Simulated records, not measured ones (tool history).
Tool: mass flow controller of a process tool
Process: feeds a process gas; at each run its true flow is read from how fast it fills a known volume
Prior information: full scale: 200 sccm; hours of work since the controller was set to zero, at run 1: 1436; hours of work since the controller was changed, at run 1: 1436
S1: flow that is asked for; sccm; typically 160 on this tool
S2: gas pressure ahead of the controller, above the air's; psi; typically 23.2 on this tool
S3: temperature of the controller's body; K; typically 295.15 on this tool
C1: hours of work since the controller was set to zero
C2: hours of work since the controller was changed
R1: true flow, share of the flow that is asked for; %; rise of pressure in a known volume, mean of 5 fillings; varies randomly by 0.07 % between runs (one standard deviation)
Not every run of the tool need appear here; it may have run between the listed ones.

{"run": 1, "hour": 0.0, "S1": 160, "S2": 23.2, "S3": 295.15, "C1": 1436, "C2": 1436, "R1": 98.95}
{"run": 2, "hour": 70.5, "S1": 38, "S2": 23.2, "S3": 295.15, "C1": 1483, "C2": 1483, "R1": 97.51}
{"run": 3, "hour": 113.9, "S1": 38, "S2": 23.2, "S3": 295.15, "C1": 1512, "C2": 1512, "R1": 97.41}
{"run": 4, "hour": 186.2, "S1": 38, "S2": 23.2, "S3": 295.15, "C1": 1560, "C2": 1560, "R1": 97.61}
{"run": 5, "hour": 262.7, "S1": 38, "S2": 23.2, "S3": 299.15, "C1": 1611, "C2": 1611, "R1": 97.87}
{"run": 6, "hour": 295.6, "S1": 38, "S2": 23.2, "S3": 299.15, "C1": 1633, "C2": 1633, "R1": 97.85}
{"run": 7, "hour": 370.2, "S1": 38, "S2": 23.2, "S3": 299.15, "C1": 1683, "C2": 1683, "R1": 97.89}
{"run": 8, "hour": 431.7, "S1": 38, "S2": 23.2, "S3": 299.15, "C1": 1724, "C2": 1724, "R1": 97.78}
{"run": 9, "hour": 481.4, "S1": 160, "S2": 39.6, "S3": 295.15, "C1": 1757, "C2": 1757, "R1": 99.06}
{"run": 10, "hour": 523.2, "S1": 160, "S2": 23.2, "S3": 295.15, "C1": 1785, "C2": 1785, "R1": 98.79}
{"run": 11, "hour": 573.8, "S1": 160, "S2": 23.2, "S3": 295.15, "C1": 1819, "C2": 1819, "R1": 98.76}
{"run": 12, "hour": 641.4, "S1": 160, "S2": 23.2, "S3": 295.15, "C1": 1864, "C2": 1864, "R1": 98.88}
{"run": 13, "hour": 697.3, "S1": 25, "S2": 21, "S3": 300.15, "C1": 1902, "C2": 1902, "R1": 97.25}
{"run": 14, "hour": 729.7, "S1": 50, "S2": 21, "S3": 300.15, "C1": 1923, "C2": 1923, "R1": 98.09}
{"hour": 735.5, "done": "controller's zero set anew"}
{"run": 15, "hour": 777.1, "S1": 70, "S2": 23.2, "S3": 302.15, "C1": 28, "C2": 1955, "R1": 98.47}

What does the tool deliver on the next run?
{"run": 16, "hour": 857.7, "S1": 70, "S2": 23.2, "S3": 302.15, "C1": 82, "C2": 2009, "R1": "?"}

Run 16 came out at R1 98.47 %.
With the hidden condition absent and the run-to-run variation left alone, this run would have shown R1 99.55 %.

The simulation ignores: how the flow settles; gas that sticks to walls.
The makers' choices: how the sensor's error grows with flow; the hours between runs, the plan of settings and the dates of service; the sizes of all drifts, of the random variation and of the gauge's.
